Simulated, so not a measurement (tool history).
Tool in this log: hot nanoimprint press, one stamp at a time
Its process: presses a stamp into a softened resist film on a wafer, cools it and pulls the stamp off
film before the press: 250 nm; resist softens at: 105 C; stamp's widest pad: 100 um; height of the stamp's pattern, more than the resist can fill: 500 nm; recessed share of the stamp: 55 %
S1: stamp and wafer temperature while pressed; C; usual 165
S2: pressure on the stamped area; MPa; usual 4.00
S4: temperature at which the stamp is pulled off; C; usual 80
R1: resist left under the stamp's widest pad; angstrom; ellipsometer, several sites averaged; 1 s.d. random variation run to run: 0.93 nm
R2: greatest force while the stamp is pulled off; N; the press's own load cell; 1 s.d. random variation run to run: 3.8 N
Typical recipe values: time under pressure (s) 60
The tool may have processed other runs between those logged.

run 1 day=0.000 | S1=165 S2=4.00 time_under_pressure_(s)=60 S4=80 | R1=1415 R2=305
-- day=1.583 stamp cleaned and given a new release coat
run 2 day=2.188 | S1=165 S2=4.00 time_under_pressure_(s)=60 S4=80 | R1=1445 R2=196
run 3 day=5.354 | S1=165 S2=4.00 time_under_pressure_(s)=60 S4=80 | R1=1461 R2=218
run 4 day=7.438 | S1=165 S2=4.00 time_under_pressure_(s)=60 S4=87 | R1=1466 R2=202
run 5 day=10.071 | S1=165 S2=4.00 time_under_pressure_(s)=60 S4=82 | R1=1485 R2=268
run 6 day=14.204 | S1=165 S2=4.00 time_under_pressure_(s)=60 S4=82 | R1=1526 R2=308
-- day=15.242 stamp cleaned and given a new release coat
-- day=15.725 plate thermocouple calibrated
run 7 day=17.500 | S1=156 S2=4.00 time_under_pressure_(s)=60 S4=80 | R1=2020 R2=205
run 8 day=19.454 | S1=156 S2=4.00 time_under_pressure_(s)=60 S4=79 | R1=2024 R2=223
run 9 day=21.758 | S1=165 S2=4.00 time_under_pressure_(s)=60 S4=80 | R1=1354 R2=248
run 10 day=25.912 | S1=165 S2=4.00 time_under_pressure_(s)=60 S4=80 | R1=1394 R2=293
run 11 day=27.896 | S1=165 S2=4.00 time_under_pressure_(s)=60 S4=80 | R1=1403 R2=314
-- day=28.988 stamp cleaned and given a new release coat
-- day=29.629 press's hydraulic seals changed and the load cell set to zero
run 12 day=31.079 | S1=165 S2=4.00 time_under_pressure_(s)=60 S4=80 | R1=1403 R2=212
run 13 day=34.208 | S1=165 S2=4.00 time_under_pressure_(s)=60 S4=80 | R1=1419 R2=242
run 14 day=36.571 | S1=165 S2=4.00 time_under_pressure_(s)=60 S4=80 | R1=1446 R2=268
run 15 day=40.546 | S1=165 S2=3.40 time_under_pressure_(s)=32 S4=80 | R1=1813 R2=309
run 16 day=42.254 | S1=156 S2=6.30 time_under_pressure_(s)=60 S4=67 | R1=1919 R2=436
-- day=42.954 stamp cleaned and given a new release coat
run 17 day=46.229 | S1=171 S2=6.30 time_under_pressure_(s)=73 S4=67 | R1=797 R2=304
-- day=47.317 plate thermocouple calibrated
run 18 day=48.471 | S1=171 S2=3.15 time_under_pressure_(s)=78 S4=70 | R1=960 R2=298
run 19 day=50.854 | S1=171 S2=3.57 time_under_pressure_(s)=78 S4=73 | R1=912 R2=300
run 20 day=52.925 | S1=165 S2=2.54 time_under_pressure_(s)=60 S4=80 | R1=1600 R2=271
run 21 day=56.383 | S1=165 S2=2.40 time_under_pressure_(s)=60 S4=80 | R1=1675 R2=324
-- day=56.804 stamp cleaned and given a new release coat
run 22 day=60.771 | S1=174 S2=5.40 time_under_pressure_(s)=115 S4=76 | R1=552 R2=247
run 23 day=64.308 | S1=159 S2=5.48 time_under_pressure_(s)=31 S4=79 | R1=2012 R2=274
run 24 day=66.708 | S1=165 S2=4.00 time_under_pressure_(s)=50 S4=79 | R1=1522 R2=284
-- day=70.488 stamp cleaned and given a new release coat
run 25 day=70.504 | S1=174 S2=5.68 time_under_pressure_(s)=60 S4=67 | R1=738 R2=260
run 26 day=73.783 | S1=165 S2=5.66 time_under_pressure_(s)=46 S4=80 | R1=1403 R2=225
run 27 day=77.383 | S1=161 S2=3.83 time_under_pressure_(s)=40 S4=66 | R1=2000 R2=347
-- day=78.554 plate thermocouple calibrated
run 28 day=80.633 | S1=168 S2=4.00 time_under_pressure_(s)=60 S4=80 | R1=1138 R2=271

3 ways to go on from here, each from the tool as it stands after run 28. What would each give?
-- day=81.592 press's hydraulic seals changed and the load cell set to zero
run A day=84.167 | S1=157 S2=2.71 time_under_pressure_(s)=60 S4=80 | R1=? R2=?
-- day=81.592 press's hydraulic seals changed and the load cell set to zero
run B day=84.167 | S1=171 S2=2.51 time_under_pressure_(s)=60 S4=80 | R1=? R2=?
-- day=81.592 press's hydraulic seals changed and the load cell set to zero
run C day=84.167 | S1=155 S2=4.00 time_under_pressure_(s)=60 S4=80 | R1=? R2=?

run=A R1=2106 R2=314
run=B R1=1173 R2=312
run=C R1=2091 R2=317
Take away the tool's hidden state, keep each run's random variation, and the runs would have read:
run=A R1=2086 R2=183
run=B R1=1151 R2=182
run=C R1=2069 R2=185

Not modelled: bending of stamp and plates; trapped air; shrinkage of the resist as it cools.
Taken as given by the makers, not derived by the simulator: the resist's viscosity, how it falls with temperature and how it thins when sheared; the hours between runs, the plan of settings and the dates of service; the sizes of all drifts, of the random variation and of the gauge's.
